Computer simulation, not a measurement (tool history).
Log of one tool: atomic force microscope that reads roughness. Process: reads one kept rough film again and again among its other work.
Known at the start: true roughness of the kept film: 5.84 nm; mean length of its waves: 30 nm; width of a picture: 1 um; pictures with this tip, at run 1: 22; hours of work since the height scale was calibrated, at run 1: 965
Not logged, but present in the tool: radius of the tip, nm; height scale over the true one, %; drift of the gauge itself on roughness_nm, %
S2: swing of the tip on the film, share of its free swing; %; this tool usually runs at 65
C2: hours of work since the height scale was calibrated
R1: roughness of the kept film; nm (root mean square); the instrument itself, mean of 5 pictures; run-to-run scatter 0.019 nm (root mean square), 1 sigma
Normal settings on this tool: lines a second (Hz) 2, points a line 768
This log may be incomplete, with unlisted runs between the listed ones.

run 1 day=0 | lines_a_second_(Hz)=2 S2=65 points_a_line=768 | pictures_with_this_tip=22 C2=965 | R1=4.387
run 2 day=1.417 | lines_a_second_(Hz)=2 S2=65 points_a_line=768 | pictures_with_this_tip=91 C2=987 | R1=4.107
run 3 day=2.796 | lines_a_second_(Hz)=2 S2=65 points_a_line=768 | pictures_with_this_tip=158 C2=1008 | R1=3.787
-- day=3.842 new tip fitted
run 4 day=4.2 | lines_a_second_(Hz)=2 S2=65 points_a_line=768 | pictures_with_this_tip=17 C2=1029 | R1=4.396
run 5 day=5.292 | lines_a_second_(Hz)=2 S2=65 points_a_line=438 | pictures_with_this_tip=70 C2=1045 | R1=4.11
run 6 day=6.012 | lines_a_second_(Hz)=2 S2=65 points_a_line=438 | pictures_with_this_tip=105 C2=1056 | R1=3.972
run 7 day=7.354 | lines_a_second_(Hz)=2 S2=65 points_a_line=438 | pictures_with_this_tip=170 C2=1077 | R1=3.705
-- day=8.158 new tip fitted
run 8 day=8.292 | lines_a_second_(Hz)=2 S2=65 points_a_line=438 | pictures_with_this_tip=6 C2=1091 | R1=4.435
run 9 day=9.792 | lines_a_second_(Hz)=2 S2=65 points_a_line=768 | pictures_with_this_tip=79 C2=1113 | R1=4.111
run 10 day=10.671 | lines_a_second_(Hz)=2 S2=65 points_a_line=768 | pictures_with_this_tip=121 C2=1127 | R1=3.919
run 11 day=12.142 | lines_a_second_(Hz)=2 S2=65 points_a_line=768 | pictures_with_this_tip=192 C2=1149 | R1=3.654
-- day=12.483 new tip fitted
run 12 day=12.967 | lines_a_second_(Hz)=2 S2=65 points_a_line=384 | pictures_with_this_tip=23 C2=1161 | R1=4.336
run 13 day=14.225 | lines_a_second_(Hz)=2 S2=65 points_a_line=279 | pictures_with_this_tip=84 C2=1180 | R1=4.014
run 14 day=14.908 | lines_a_second_(Hz)=2 S2=65 points_a_line=279 | pictures_with_this_tip=117 C2=1191 | R1=3.888
run 15 day=16.475 | lines_a_second_(Hz)=3.59 S2=65 points_a_line=410 | pictures_with_this_tip=193 C2=1215 | R1=3.377
-- day=16.804 new tip fitted
run 16 day=17.258 | lines_a_second_(Hz)=3.59 S2=65 points_a_line=410 | pictures_with_this_tip=22 C2=1226 | R1=4.099
run 17 day=18.467 | lines_a_second_(Hz)=3.59 S2=65 points_a_line=410 | pictures_with_this_tip=80 C2=1245 | R1=3.772
run 18 day=19.892 | lines_a_second_(Hz)=3.59 S2=65 points_a_line=410 | pictures_with_this_tip=149 C2=1266 | R1=3.557
-- day=21.083 new tip fitted
run 19 day=21.142 | lines_a_second_(Hz)=3.59 S2=65 points_a_line=410 | pictures_with_this_tip=2 C2=1285 | R1=4.194
run 20 day=22.333 | lines_a_second_(Hz)=3.94 S2=69 points_a_line=410 | pictures_with_this_tip=60 C2=1303 | R1=3.704
run 21 day=23.329 | lines_a_second_(Hz)=3.94 S2=69 points_a_line=410 | pictures_with_this_tip=108 C2=1318 | R1=3.512

Run 22, settings as shown, results not yet in. Your forecast:
run 22 day=24.579 | lines_a_second_(Hz)=2.41 S2=70 points_a_line=865 | pictures_with_this_tip=169 C2=1337 | R1=?

Run 22 measured R1 3.554 nm (root mean square).
With no hidden state in the tool, this same run would have given R1 4.341 nm (root mean square).
